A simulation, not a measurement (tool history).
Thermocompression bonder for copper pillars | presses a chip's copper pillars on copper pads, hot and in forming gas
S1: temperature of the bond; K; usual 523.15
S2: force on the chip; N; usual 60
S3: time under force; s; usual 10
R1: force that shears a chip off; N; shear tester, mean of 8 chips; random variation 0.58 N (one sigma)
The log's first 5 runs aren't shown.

run    hour      S1  S2  S3    R1
  6   252.7  523.15  60  10  32.2
  7   298.4  523.15  60  10  32.7
  8   350.2  523.15  80  10  39.2
  9   382.5  523.15  80  10  38.1
 10   435.7  519.15  80  10  36.3
      488.1  -- forming gas filter changed
 11   493.4  519.15  80  14  42.4
 12   543.4  519.15  80  14  42.0
 13   580.7  522.15  60  10  31.5
 14   636.4  522.15  60  10  32.1
 15   681.9  522.15  60  10  32.5
 16   710.1  532.15  60  10  36.7
 17   773.1  532.15  60  10  37.5
 18   831.6  532.15  60  10  36.1
 19   868.9  529.15  40  15  31.4
 20   917.9  518.15  77  10  34.1
 21   962.9  518.15  77  10  34.8
      975.5  -- forming gas filter changed
 22  1010.6  518.15  77  10  34.7
 23  1053.9  501.15  60  10  21.9
 24  1087.7  523.15  50  21  37.6
 25  1148.3  545.15  50   9  37.1
 26  1181.1  523.15  43  10  25.1
 27  1210.2  537.15  39  14  33.6
 28  1240.1  537.15  39  14  34.0
     1280.8  -- force cell calibrated
 29  1295.2  553.15  60  10  48.1
 30  1349.6  542.15  44  14  39.0

Forecast each of these 5 alternatives for the next run:
  A  1412.8  550.15  60   6   ?
  B  1412.8  523.15  68   7   ?
  C  1412.8  504.15  82  20   ?
  D  1412.8  528.15  61  18   ?
  E  1412.8  534.15  56   6   ?

run    R1
  A  38.5
  B  30.2
  C  38.2
  D  42.4
  E  28.3
Without the tool's hidden state the same runs would have given:
run    R1
  A  38.7
  B  30.4
  C  38.4
  D  42.6
  E  28.4
